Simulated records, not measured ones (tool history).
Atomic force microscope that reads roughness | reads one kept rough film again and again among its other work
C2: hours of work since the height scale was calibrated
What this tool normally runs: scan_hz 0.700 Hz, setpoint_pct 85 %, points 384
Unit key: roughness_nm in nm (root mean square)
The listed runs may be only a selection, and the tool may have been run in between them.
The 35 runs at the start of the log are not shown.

{"run": 36, "hour": 1265.0, "scan_hz": 0.7, "setpoint_pct": 63, "points": 384, "pictures with this tip": 126, "C2": 1698, "roughness_nm": 2.391}
{"hour": 1293.4, "done": "new tip fitted"}
{"run": 37, "hour": 1298.6, "scan_hz": 0.7, "setpoint_pct": 85, "points": 661, "pictures with this tip": 11, "C2": 1719, "roughness_nm": 2.267}
{"run": 38, "hour": 1335.8, "scan_hz": 0.501, "setpoint_pct": 85, "points": 661, "pictures with this tip": 88, "C2": 1743, "roughness_nm": 2.339}
{"run": 39, "hour": 1379.0, "scan_hz": 0.57, "setpoint_pct": 72, "points": 624, "pictures with this tip": 177, "C2": 1771, "roughness_nm": 2.396}
{"hour": 1384.1, "done": "new tip fitted"}
{"run": 40, "hour": 1417.1, "scan_hz": 3.403, "setpoint_pct": 77, "points": 501, "pictures with this tip": 68, "C2": 1795, "roughness_nm": 1.874}
{"run": 41, "hour": 1441.8, "scan_hz": 3.403, "setpoint_pct": 61, "points": 501, "pictures with this tip": 119, "C2": 1810, "roughness_nm": 2.2}
{"hour": 1474.9, "done": "new tip fitted"}
{"run": 42, "hour": 1475.2, "scan_hz": 3.403, "setpoint_pct": 61, "points": 501, "pictures with this tip": 1, "C2": 1831, "roughness_nm": 2.193}
{"run": 43, "hour": 1524.0, "scan_hz": 0.703, "setpoint_pct": 55, "points": 608, "pictures with this tip": 102, "C2": 1862, "roughness_nm": 2.45}
{"run": 44, "hour": 1548.9, "scan_hz": 0.703, "setpoint_pct": 88, "points": 259, "pictures with this tip": 153, "C2": 1878, "roughness_nm": 2.195}
{"hour": 1567.3, "done": "new tip fitted"}
{"run": 45, "hour": 1581.4, "scan_hz": 0.569, "setpoint_pct": 64, "points": 384, "pictures with this tip": 29, "C2": 1899, "roughness_nm": 2.45}
{"run": 46, "hour": 1606.3, "scan_hz": 0.706, "setpoint_pct": 67, "points": 769, "pictures with this tip": 80, "C2": 1914, "roughness_nm": 2.414}
{"run": 47, "hour": 1646.4, "scan_hz": 0.7, "setpoint_pct": 75, "points": 526, "pictures with this tip": 163, "C2": 1940, "roughness_nm": 2.326}
{"hour": 1657.1, "done": "new tip fitted"}
{"run": 48, "hour": 1681.4, "scan_hz": 3.719, "setpoint_pct": 60, "points": 501, "pictures with this tip": 50, "C2": 1962, "roughness_nm": 2.195}
{"run": 49, "hour": 1713.7, "scan_hz": 3.719, "setpoint_pct": 60, "points": 501, "pictures with this tip": 117, "C2": 1982, "roughness_nm": 2.204}
{"hour": 1747.1, "done": "new tip fitted"}
{"run": 50, "hour": 1753.3, "scan_hz": 3.719, "setpoint_pct": 60, "points": 501, "pictures with this tip": 13, "C2": 2007, "roughness_nm": 2.191}
{"run": 51, "hour": 1782.8, "scan_hz": 1.189, "setpoint_pct": 89, "points": 501, "pictures with this tip": 74, "C2": 2026, "roughness_nm": 2.052}

Consider 5 possible next runs. They are alternatives, not a sequence: every one starts from the tool as it was left by run 51. What does each give?
{"run": "A", "hour": 1817.6, "scan_hz": 1.129, "setpoint_pct": 81, "points": 374, "pictures with this tip": 146, "C2": 2048, "roughness_nm": "?"}
{"run": "B", "hour": 1817.6, "scan_hz": 3.087, "setpoint_pct": 68, "points": 384, "pictures with this tip": 146, "C2": 2048, "roughness_nm": "?"}
{"run": "C", "hour": 1817.6, "scan_hz": 1.189, "setpoint_pct": 67, "points": 632, "pictures with this tip": 146, "C2": 2048, "roughness_nm": "?"}
{"run": "D", "hour": 1817.6, "scan_hz": 1.189, "setpoint_pct": 80, "points": 501, "pictures with this tip": 146, "C2": 2048, "roughness_nm": "?"}
{"run": "E", "hour": 1817.6, "scan_hz": 0.662, "setpoint_pct": 89, "points": 604, "pictures with this tip": 146, "C2": 2048, "roughness_nm": "?"}

run=A roughness_nm=2.198
run=B roughness_nm=2.113
run=C roughness_nm=2.330
run=D roughness_nm=2.186
run=E roughness_nm=2.234
Had the tool no hidden state, the same runs would have come out as:
run=A roughness_nm=2.202
run=B roughness_nm=2.117
run=C roughness_nm=2.334
run=D roughness_nm=2.190
run=E roughness_nm=2.239
